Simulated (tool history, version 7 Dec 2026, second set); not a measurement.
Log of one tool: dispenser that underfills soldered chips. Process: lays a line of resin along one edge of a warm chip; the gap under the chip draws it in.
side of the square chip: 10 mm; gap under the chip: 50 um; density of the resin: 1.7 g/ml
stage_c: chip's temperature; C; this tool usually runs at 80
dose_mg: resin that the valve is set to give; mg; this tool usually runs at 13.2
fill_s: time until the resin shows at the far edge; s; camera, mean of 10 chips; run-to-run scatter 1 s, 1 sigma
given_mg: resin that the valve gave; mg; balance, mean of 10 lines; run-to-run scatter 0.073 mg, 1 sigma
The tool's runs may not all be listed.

| run | hour | stage_c | dose_mg | fill_s | given_mg |
|---|---|---|---|---|---|
| 1 | 0.0 | 80 | 13.2 | 101.5 | 12.49 |
| 2 | 6.5 | 85 | 13.2 | 124.7 | 12.47 |
|  | 8.8 | new syringe of resin |
| 3 | 11.7 | 85 | 13.2 | 92.7 | 12.59 |
| 4 | 17.3 | 80 | 15.2 | 165.9 | 14.42 |
|  | 18.4 | new syringe of resin |
| 5 | 24.9 | 80 | 13.2 | 146.5 | 12.54 |
|  | 28.0 | new syringe of resin |
| 6 | 30.6 | 80 | 13.2 | 114.0 | 12.41 |
|  | 37.0 | new syringe of resin |
| 7 | 37.0 | 80 | 13.2 | 97.6 | 12.31 |
| 8 | 42.7 | 80 | 13.2 | 137.5 | 12.19 |
|  | 46.4 | new syringe of resin |
| 9 | 48.2 | 69 | 13.2 | 185.4 | 12.34 |
| 10 | 53.8 | 80 | 13.2 | 154.3 | 12.21 |
|  | 55.4 | new syringe of resin |
|  | 56.8 | dispensing valve cleaned and set on the balance |
| 11 | 61.4 | 75 | 13.2 | 168.3 | 13.21 |
|  | 65.4 | new syringe of resin |
| 12 | 68.0 | 75 | 13.2 | 146.5 | 13.09 |
|  | 74.7 | new syringe of resin |
| 13 | 76.8 | 75 | 13.2 | 141.7 | 13.10 |
| 14 | 81.0 | 75 | 13.2 | 188.4 | 12.94 |
|  | 83.8 | new syringe of resin |
| 15 | 89.4 | 75 | 13.2 | 173.1 | 12.96 |
|  | 93.1 | new syringe of resin |
| 16 | 93.9 | 75 | 13.2 | 128.5 | 12.80 |
| 17 | 101.1 | 80 | 13.2 | 160.7 | 12.94 |
|  | 102.5 | new syringe of resin |
| 18 | 106.8 | 85 | 12.4 | 98.6 | 12.12 |
|  | 111.8 | new syringe of resin |
| 19 | 111.8 | 85 | 12.4 | 74.2 | 12.04 |
| 20 | 116.7 | 67 | 11.4 | 252.6 | 10.95 |
|  | 121.0 | new syringe of resin |
| 21 | 121.6 | 91 | 13.3 | 60.7 | 12.75 |
| 22 | 125.9 | 78 | 12.0 | 146.8 | 11.45 |
|  | 130.2 | new syringe of resin |
| 23 | 130.5 | 87 | 15.3 | 68.5 | 14.46 |
| 24 | 136.3 | 87 | 15.3 | 100.7 | 14.48 |
|  | 139.5 | new syringe of resin |
| 25 | 140.5 | 89 | 13.2 | 67.2 | 12.61 |
| 26 | 147.2 | 91 | 13.2 | 93.9 | 12.30 |
|  | 149.0 | new syringe of resin |
| 27 | 156.0 | 91 | 15.0 | 92.4 | 14.02 |
|  | 158.1 | new syringe of resin |
| 28 | 164.3 | 91 | 11.6 | 90.2 | 10.78 |
|  | 167.3 | new syringe of resin |
| 29 | 171.0 | 80 | 11.9 | 124.3 | 11.22 |
|  | 176.5 | new syringe of resin |
| 30 | 178.7 | 80 | 11.9 | 111.6 | 11.09 |
|  | 185.8 | new syringe of resin |
| 31 | 187.0 | 66 | 17.0 | 195.1 | 15.65 |
|  | 189.7 | dispensing valve cleaned and set on the balance |
| 32 | 195.4 | 66 | 17.0 | 320.6 | 16.86 |

The next listed run, before its measurement:
|  | 196.2 | new syringe of resin |
| 33 | 203.8 | 87 | 14.6 | ? | ? |

Run 33 yielded fill_s 111.9 s, given_mg 14.43 mg.
Had the tool carried no hidden state, the very same run would have given fill_s 68.2 s, given_mg 14.58 mg.

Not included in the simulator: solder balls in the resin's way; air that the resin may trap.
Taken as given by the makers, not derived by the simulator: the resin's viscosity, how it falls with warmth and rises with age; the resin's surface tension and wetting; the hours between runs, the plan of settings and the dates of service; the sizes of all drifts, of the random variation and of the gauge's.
